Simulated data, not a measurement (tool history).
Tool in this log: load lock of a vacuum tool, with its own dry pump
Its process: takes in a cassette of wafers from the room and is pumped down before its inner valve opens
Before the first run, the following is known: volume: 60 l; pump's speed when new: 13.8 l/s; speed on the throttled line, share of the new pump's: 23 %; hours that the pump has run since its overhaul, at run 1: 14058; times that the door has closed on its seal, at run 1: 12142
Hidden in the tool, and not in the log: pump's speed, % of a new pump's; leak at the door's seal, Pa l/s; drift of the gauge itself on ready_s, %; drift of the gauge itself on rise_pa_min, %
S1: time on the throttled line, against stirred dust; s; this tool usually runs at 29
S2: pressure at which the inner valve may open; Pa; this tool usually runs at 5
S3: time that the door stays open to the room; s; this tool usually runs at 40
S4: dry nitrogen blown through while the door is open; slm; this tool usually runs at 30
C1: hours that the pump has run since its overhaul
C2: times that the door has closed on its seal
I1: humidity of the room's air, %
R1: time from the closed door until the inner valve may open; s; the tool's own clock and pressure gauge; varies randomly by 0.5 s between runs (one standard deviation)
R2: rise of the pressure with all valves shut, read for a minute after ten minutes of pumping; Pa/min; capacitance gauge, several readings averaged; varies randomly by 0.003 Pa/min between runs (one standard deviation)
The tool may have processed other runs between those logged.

run      day  S1  S2  S3  S4     C1     C2    I1    R1     R2
  1    0.000  29   5  40  30  14058  12142  45.9  66.9  0.018
  2   18.517  29   5  40  30  14502  14341  46.4  65.1  0.013
  3   36.525  29   5  40  30  14934  16481  46.4  66.7  0.012
  4   48.571  29   5  40  30  15223  17911  45.1  65.5  0.014
  5   66.792  29   5  40  30  15661  20075  45.2  66.2  0.018
  6   85.138  29   5  40  30  16101  22254  43.0  64.5  0.012
  7   96.917  29   7  40  30  16384  23653  43.2  64.8  0.007
  8  114.962  29   4  40  30  16817  25797  46.3  66.7  0.013
  9  126.850  56   4  33  30  17102  27208  42.5  87.4  0.008

Estimate the outcome of run 10 from the log above:
 10  138.800  33   8  81  14  17389  28628  45.6   ?   ?

Run 10 measured R1 66.6 s, R2 0.027 Pa/min.
Without the tool's hidden state the same run would have given R1 66.5 s, R2 0.026 Pa/min.
